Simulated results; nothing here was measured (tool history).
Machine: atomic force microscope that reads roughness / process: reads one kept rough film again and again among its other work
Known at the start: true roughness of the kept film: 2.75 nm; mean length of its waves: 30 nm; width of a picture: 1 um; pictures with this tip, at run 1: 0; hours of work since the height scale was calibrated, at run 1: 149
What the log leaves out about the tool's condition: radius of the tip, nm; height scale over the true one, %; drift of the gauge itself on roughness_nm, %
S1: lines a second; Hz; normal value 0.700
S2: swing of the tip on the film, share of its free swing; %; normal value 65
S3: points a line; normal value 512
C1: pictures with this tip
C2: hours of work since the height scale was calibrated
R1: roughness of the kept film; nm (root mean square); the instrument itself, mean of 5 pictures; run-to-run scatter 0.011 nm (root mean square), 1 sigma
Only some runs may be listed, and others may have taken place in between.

{"run": 1, "day": 0.0, "S1": 0.7, "S2": 65, "S3": 512, "C1": 0, "C2": 149, "R1": 2.479}
{"run": 2, "day": 1.162, "S1": 1.793, "S2": 65, "S3": 512, "C1": 55, "C2": 170, "R1": 2.307}
{"run": 3, "day": 1.992, "S1": 1.793, "S2": 65, "S3": 512, "C1": 94, "C2": 185, "R1": 2.246}
{"run": 4, "day": 2.788, "S1": 0.7, "S2": 58, "S3": 512, "C1": 132, "C2": 200, "R1": 2.343}
{"run": 5, "day": 3.933, "S1": 0.7, "S2": 58, "S3": 462, "C1": 186, "C2": 221, "R1": 2.29}
{"run": 6, "day": 4.733, "S1": 0.7, "S2": 58, "S3": 462, "C1": 224, "C2": 235, "R1": 2.246}
{"run": 7, "day": 5.221, "S1": 0.7, "S2": 58, "S3": 462, "C1": 247, "C2": 244, "R1": 2.229}
{"run": 8, "day": 5.846, "S1": 0.7, "S2": 58, "S3": 462, "C1": 276, "C2": 256, "R1": 2.205}
{"run": 9, "day": 6.321, "S1": 0.7, "S2": 58, "S3": 462, "C1": 299, "C2": 264, "R1": 2.172}
{"day": 6.442, "done": "new tip fitted"}
{"run": 10, "day": 6.85, "S1": 1.169, "S2": 65, "S3": 512, "C1": 19, "C2": 274, "R1": 2.424}
{"run": 11, "day": 7.938, "S1": 0.7, "S2": 65, "S3": 512, "C1": 70, "C2": 293, "R1": 2.413}
{"run": 12, "day": 8.6, "S1": 0.7, "S2": 65, "S3": 375, "C1": 102, "C2": 306, "R1": 2.371}
{"run": 13, "day": 9.679, "S1": 1.459, "S2": 65, "S3": 512, "C1": 153, "C2": 325, "R1": 2.233}
{"run": 14, "day": 10.529, "S1": 0.7, "S2": 65, "S3": 457, "C1": 193, "C2": 341, "R1": 2.281}
{"run": 15, "day": 11.508, "S1": 0.7, "S2": 65, "S3": 457, "C1": 239, "C2": 359, "R1": 2.211}
{"run": 16, "day": 12.458, "S1": 0.7, "S2": 65, "S3": 457, "C1": 284, "C2": 376, "R1": 2.163}
{"day": 12.838, "done": "new tip fitted"}
{"run": 17, "day": 13.592, "S1": 0.7, "S2": 65, "S3": 457, "C1": 35, "C2": 396, "R1": 2.454}
{"run": 18, "day": 14.662, "S1": 0.7, "S2": 65, "S3": 457, "C1": 86, "C2": 416, "R1": 2.418}
{"run": 19, "day": 15.6, "S1": 0.7, "S2": 73, "S3": 333, "C1": 130, "C2": 433, "R1": 2.289}
{"run": 20, "day": 16.475, "S1": 1.086, "S2": 60, "S3": 274, "C1": 172, "C2": 449, "R1": 2.261}
{"run": 21, "day": 17.167, "S1": 2.95, "S2": 63, "S3": 335, "C1": 204, "C2": 462, "R1": 2.065}
{"run": 22, "day": 17.871, "S1": 2.235, "S2": 57, "S3": 299, "C1": 238, "C2": 475, "R1": 2.15}
{"run": 23, "day": 18.742, "S1": 2.235, "S2": 57, "S3": 299, "C1": 279, "C2": 491, "R1": 2.117}
{"day": 19.296, "done": "new tip fitted"}
{"run": 24, "day": 19.542, "S1": 3.671, "S2": 89, "S3": 351, "C1": 12, "C2": 505, "R1": 1.559}
{"run": 25, "day": 20.342, "S1": 3.671, "S2": 89, "S3": 351, "C1": 49, "C2": 520, "R1": 1.533}
{"run": 26, "day": 21.45, "S1": 1.377, "S2": 67, "S3": 655, "C1": 102, "C2": 540, "R1": 2.307}
{"run": 27, "day": 22.312, "S1": 0.7, "S2": 57, "S3": 1016, "C1": 143, "C2": 556, "R1": 2.398}
{"run": 28, "day": 22.975, "S1": 0.884, "S2": 56, "S3": 583, "C1": 174, "C2": 568, "R1": 2.346}
{"run": 29, "day": 23.679, "S1": 0.884, "S2": 56, "S3": 583, "C1": 207, "C2": 581, "R1": 2.307}
{"run": 30, "day": 24.617, "S1": 0.884, "S2": 56, "S3": 583, "C1": 252, "C2": 598, "R1": 2.264}
{"run": 31, "day": 25.483, "S1": 0.7, "S2": 65, "S3": 590, "C1": 292, "C2": 614, "R1": 2.19}
{"day": 25.754, "done": "new tip fitted"}
{"run": 32, "day": 26.15, "S1": 1.269, "S2": 90, "S3": 616, "C1": 19, "C2": 625, "R1": 2.087}
{"run": 33, "day": 27.171, "S1": 1.007, "S2": 58, "S3": 782, "C1": 67, "C2": 644, "R1": 2.461}

Hidden state or all else? Some run-to-run changes of R1, split into what the settings, what came in and random variation would give without the hidden state, and what is left for the hidden state (with any gauge scatter that isn't in both results):
Run 9 -> 10: S1 0.700 -> 1.169, S2 58 -> 65, S3 462 -> 512, new tip fitted. R1 +0.252 nm (root mean square): hidden state +0.330, all else -0.078.
Run 23 -> 24: S1 2.235 -> 3.671, S2 57 -> 89, S3 299 -> 351, new tip fitted. R1 -0.558 nm (root mean square): hidden state +0.293, all else -0.851.
Run 25 -> 26: S1 3.671 -> 1.377, S2 89 -> 67, S3 351 -> 655. R1 +0.774 nm (root mean square): hidden state -0.072, all else +0.846.
Run 31 -> 32: S1 0.700 -> 1.269, S2 65 -> 90, S3 590 -> 616, new tip fitted. R1 -0.103 nm (root mean square): hidden state +0.313, all else -0.416.
Run 32 -> 33: S1 1.269 -> 1.007, S2 90 -> 58, S3 616 -> 782. R1 +0.374 nm (root mean square): hidden state -0.058, all else +0.432.
